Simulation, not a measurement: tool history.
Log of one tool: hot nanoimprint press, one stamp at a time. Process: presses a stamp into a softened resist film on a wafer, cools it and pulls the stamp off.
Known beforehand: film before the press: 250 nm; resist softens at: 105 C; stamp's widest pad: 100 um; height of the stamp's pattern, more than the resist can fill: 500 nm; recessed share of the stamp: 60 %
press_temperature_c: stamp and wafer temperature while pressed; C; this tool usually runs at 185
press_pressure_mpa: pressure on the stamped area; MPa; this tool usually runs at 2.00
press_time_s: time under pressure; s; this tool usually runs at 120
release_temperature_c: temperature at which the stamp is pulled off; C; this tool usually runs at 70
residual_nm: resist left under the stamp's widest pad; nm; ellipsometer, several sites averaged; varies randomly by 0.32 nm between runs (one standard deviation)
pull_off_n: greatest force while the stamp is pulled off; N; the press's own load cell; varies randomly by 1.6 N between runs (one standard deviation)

Run 1, hour 0.0: usual settings. Result: residual_nm 120.1 nm, pull_off_n 152 N.
Run 2, hour 29.8: usual settings but press_temperature_c 183 C. Result: residual_nm 132.5 nm, pull_off_n 155 N.
Run 3, hour 72.8: usual settings but press_temperature_c 183 C. Result: residual_nm 132.5 nm, pull_off_n 156 N.
Run 4, hour 99.3: usual settings but press_temperature_c 183 C. Result: residual_nm 132.8 nm, pull_off_n 155 N.
Run 5, hour 133.2: usual settings but press_temperature_c 183 C. Result: residual_nm 133.3 nm, pull_off_n 157 N.
Run 6, hour 167.6: usual settings. Result: residual_nm 122.2 nm, pull_off_n 161 N.
Run 7, hour 210.1: usual settings. Result: residual_nm 123.1 nm, pull_off_n 166 N.
Run 8, hour 244.2: usual settings. Result: residual_nm 123.3 nm, pull_off_n 166 N.
At hour 280.1: plate thermocouple calibrated.
Run 9, hour 280.1: usual settings but press_temperature_c 181 C. Result: residual_nm 142.1 nm, pull_off_n 166 N.
Run 10, hour 304.1: usual settings but press_temperature_c 192 C. Result: residual_nm 87.3 nm, pull_off_n 167 N.
Run 11, hour 344.5: usual settings but press_temperature_c 192 C. Result: residual_nm 87.0 nm, pull_off_n 169 N.
Run 12, hour 379.3: usual settings but press_temperature_c 192 C. Result: residual_nm 86.9 nm, pull_off_n 172 N.
Run 13, hour 400.4: usual settings but press_temperature_c 192 C. Result: residual_nm 87.2 nm, pull_off_n 172 N.
Run 14, hour 420.6: usual settings but press_temperature_c 192 C. Result: residual_nm 87.5 nm, pull_off_n 176 N.
At hour 447.1: stamp cleaned and given a new release coat.
Run 15, hour 452.2: usual settings but press_temperature_c 192 C. Result: residual_nm 88.0 nm, pull_off_n 143 N.
Run 16, hour 485.8: usual settings but press_temperature_c 197 C, press_pressure_mpa 2.28 MPa, press_time_s 239 s. Result: residual_nm 47.7 nm, pull_off_n 145 N.
Run 17, hour 508.0: usual settings but press_temperature_c 180 C, press_pressure_mpa 2.28 MPa, press_time_s 85 s. Result: residual_nm 160.4 nm, pull_off_n 145 N.
Run 18, hour 551.0: usual settings but press_temperature_c 180 C, press_pressure_mpa 2.84 MPa, press_time_s 219 s, release_temperature_c 60 C. Result: residual_nm 106.9 nm, pull_off_n 184 N.
Run 19, hour 571.2: usual settings but press_temperature_c 180 C, press_pressure_mpa 2.84 MPa, press_time_s 219 s, release_temperature_c 60 C. Result: residual_nm 107.1 nm, pull_off_n 185 N.
Run 20, hour 614.6: usual settings but press_temperature_c 186 C, press_pressure_mpa 1.48 MPa, press_time_s 106 s. Result: residual_nm 137.8 nm, pull_off_n 153 N.
Run 21, hour 633.5: usual settings but press_time_s 200 s. Result: residual_nm 100.9 nm, pull_off_n 151 N.
Run 22, hour 653.9: usual settings but press_pressure_mpa 1.35 MPa, press_time_s 63 s, release_temperature_c 65 C. Result: residual_nm 173.0 nm, pull_off_n 174 N.
Run 23, hour 685.7: usual settings but press_pressure_mpa 1.35 MPa, press_time_s 63 s, release_temperature_c 65 C. Result: residual_nm 172.4 nm, pull_off_n 174 N.
Run 24, hour 709.4: usual settings but press_temperature_c 182 C, press_pressure_mpa 2.99 MPa, press_time_s 117 s, release_temperature_c 72 C. Result: residual_nm 123.6 nm, pull_off_n 150 N.
Run 25, hour 753.0: usual settings but press_temperature_c 182 C, press_pressure_mpa 2.99 MPa, press_time_s 117 s, release_temperature_c 72 C. Result: residual_nm 123.8 nm, pull_off_n 156 N.
Run 26, hour 780.8: usual settings but press_temperature_c 182 C, press_pressure_mpa 2.52 MPa, press_time_s 117 s, release_temperature_c 72 C. Result: residual_nm 132.1 nm, pull_off_n 155 N.
Run 27, hour 817.1: usual settings but press_time_s 76 s. Result: residual_nm 147.5 nm, pull_off_n 168 N.
At hour 837.1: plate thermocouple calibrated.
Run 28, hour 861.7: usual settings but press_temperature_c 174 C, press_pressure_mpa 1.51 MPa, press_time_s 76 s. Result: residual_nm 209.9 nm, pull_off_n 165 N.
Run 29, hour 905.0: usual settings but press_temperature_c 180 C, press_pressure_mpa 1.87 MPa, press_time_s 76 s, release_temperature_c 76 C. Result: residual_nm 172.6 nm, pull_off_n 141 N.

Pick out some run-to-run changes in residual_nm. Of each, how much would a tool without hidden state show as well, from the settings, what came in and chance, and how much is left for the hidden state and any gauge scatter not in both results compared?
The tool's hidden condition here consists of: true temperature over the reading, C; pressure that arrives at the usual setting, %; grip of the stamp's worn release coat, % over a new coat's; drift of the gauge itself on residual_nm, %; drift of the gauge itself on pull_off_n, %.
Run 8 -> 9: press_temperature_c 185 -> 181, plate thermocouple calibrated. residual_nm +18.8 nm: hidden state -3.7, all else +22.5.
Run 16 -> 17: press_temperature_c 197 -> 180, press_time_s 239 -> 85. residual_nm +112.7 nm: hidden state +3.1, all else +109.6.
Run 21 -> 22: press_pressure_mpa 2.00 -> 1.35, press_time_s 200 -> 63, release_temperature_c 70 -> 65. residual_nm +72.1 nm: hidden state +0.5, all else +71.6.
Run 27 -> 28: press_temperature_c 185 -> 174, press_pressure_mpa 2.00 -> 1.51, plate thermocouple calibrated. residual_nm +62.4 nm: hidden state -7.7, all else +70.1.
